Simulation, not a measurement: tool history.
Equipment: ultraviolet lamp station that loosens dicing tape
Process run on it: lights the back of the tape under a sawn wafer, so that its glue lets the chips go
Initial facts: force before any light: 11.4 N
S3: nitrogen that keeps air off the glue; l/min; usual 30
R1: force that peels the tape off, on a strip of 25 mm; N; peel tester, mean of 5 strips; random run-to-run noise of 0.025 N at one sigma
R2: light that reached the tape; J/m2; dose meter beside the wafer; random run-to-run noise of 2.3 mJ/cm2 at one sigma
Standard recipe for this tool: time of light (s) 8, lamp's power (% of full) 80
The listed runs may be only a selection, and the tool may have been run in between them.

{"run": 1, "hour": 0.0, "time of light (s)": 8, "lamp's power (% of full)": 80, "S3": 30, "R1": 1.612, "R2": 2010}
{"run": 2, "hour": 13.0, "time of light (s)": 8, "lamp's power (% of full)": 80, "S3": 30, "R1": 1.587, "R2": 2020}
{"run": 3, "hour": 32.9, "time of light (s)": 8, "lamp's power (% of full)": 80, "S3": 24, "R1": 1.833, "R2": 1990}
{"run": 4, "hour": 56.3, "time of light (s)": 8, "lamp's power (% of full)": 80, "S3": 24, "R1": 1.809, "R2": 2030}
{"run": 5, "hour": 80.7, "time of light (s)": 8, "lamp's power (% of full)": 80, "S3": 24, "R1": 1.899, "R2": 1950}
{"run": 6, "hour": 99.1, "time of light (s)": 8, "lamp's power (% of full)": 80, "S3": 30, "R1": 1.675, "R2": 1970}
{"run": 7, "hour": 123.2, "time of light (s)": 8, "lamp's power (% of full)": 80, "S3": 30, "R1": 1.712, "R2": 1930}
{"run": 8, "hour": 133.5, "time of light (s)": 8, "lamp's power (% of full)": 80, "S3": 9, "R1": 3.11, "R2": 1950}
{"run": 9, "hour": 150.3, "time of light (s)": 14, "lamp's power (% of full)": 80, "S3": 30, "R1": 0.526, "R2": 3400}
{"hour": 171.1, "done": "window cleaned of glue's vapour"}
{"run": 10, "hour": 172.2, "time of light (s)": 14, "lamp's power (% of full)": 80, "S3": 17, "R1": 0.541, "R2": 3930}
{"run": 11, "hour": 194.6, "time of light (s)": 14, "lamp's power (% of full)": 80, "S3": 17, "R1": 0.543, "R2": 3860}
{"run": 12, "hour": 205.1, "time of light (s)": 14, "lamp's power (% of full)": 80, "S3": 17, "R1": 0.544, "R2": 3840}
{"run": 13, "hour": 225.9, "time of light (s)": 7, "lamp's power (% of full)": 80, "S3": 12, "R1": 2.811, "R2": 1950}
{"run": 14, "hour": 247.6, "time of light (s)": 8, "lamp's power (% of full)": 93, "S3": 30, "R1": 1.015, "R2": 2550}
{"run": 15, "hour": 263.3, "time of light (s)": 11, "lamp's power (% of full)": 94, "S3": 37, "R1": 0.404, "R2": 3450}

For run 16, what comes out?
{"run": 16, "hour": 273.2, "time of light (s)": 9, "lamp's power (% of full)": 94, "S3": 19, "R1": "?", "R2": "?"}

Run 16 yielded R1 1.062 N, R2 2870 J/m2.
On a tool with no hidden condition, and with the same random variation, this run would have come out at R1 0.902 N, R2 3090 J/m2.

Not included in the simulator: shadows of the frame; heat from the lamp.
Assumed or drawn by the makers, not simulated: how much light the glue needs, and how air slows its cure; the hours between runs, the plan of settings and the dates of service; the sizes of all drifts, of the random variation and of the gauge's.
